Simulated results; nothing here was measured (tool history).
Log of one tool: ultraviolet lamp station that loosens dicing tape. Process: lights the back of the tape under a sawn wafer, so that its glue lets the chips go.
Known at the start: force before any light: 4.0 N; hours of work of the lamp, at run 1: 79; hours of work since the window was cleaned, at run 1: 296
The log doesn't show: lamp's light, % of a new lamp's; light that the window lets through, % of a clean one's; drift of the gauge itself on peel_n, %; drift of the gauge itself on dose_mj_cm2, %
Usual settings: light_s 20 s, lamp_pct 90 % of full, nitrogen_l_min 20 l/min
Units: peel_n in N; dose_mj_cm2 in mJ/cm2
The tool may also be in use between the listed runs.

run   hour  light_s  lamp_pct  nitrogen_l_min  hours of work of the lamp  hours of work since the window was cleaned  peel_n  dose_mj_cm2
  1      0       20        90              20                         79                                         296   0.444          455
  2   39.9       20        90              20                        100                                         318   0.459          452
  3  122.5       20        90              20                        145                                         362   0.473          447
  4  220.3       20        90              20                        198                                         415   0.507          436
     260.3  -- window cleaned of glue's vapour
  5    304       20        90              20                        242                                          23    0.42          463
  6  373.7       30        90              20                        280                                          61    0.19          682
  7  418.3       20        90              20                        304                                          85   0.457          453
  8  498.5       20        90              12                        347                                         128   0.682          446
  9  596.3       11        73               9                        400                                         181   1.981          191
 10  656.6       10        96              20                        432                                         213   1.303          231
 11  721.5       30        71              35                        467                                         248   0.255          499
 12  805.3       12        90              27                        512                                         293    0.98          249
 13  863.5       12        90              27                        543                                         325    1.03          238
 14  913.4       12        97              30                        570                                         351   0.913          259
 15  972.6       16        92              13                        602                                         383    1.05          328

Hidden state or all else? Some run-to-run changes of peel_n, split into what the settings, what came in and random variation would give without the hidden state, and what is left for the hidden state (with any gauge scatter that isn't in both results):
Run 8 -> 9: light_s 20 -> 11, lamp_pct 90 -> 73, nitrogen_l_min 12 -> 9. peel_n +1.299 N: hidden state +0.066, all else +1.233.
Run 11 -> 12: light_s 30 -> 12, lamp_pct 71 -> 90, nitrogen_l_min 35 -> 27. peel_n +0.725 N: hidden state +0.154, all else +0.571.
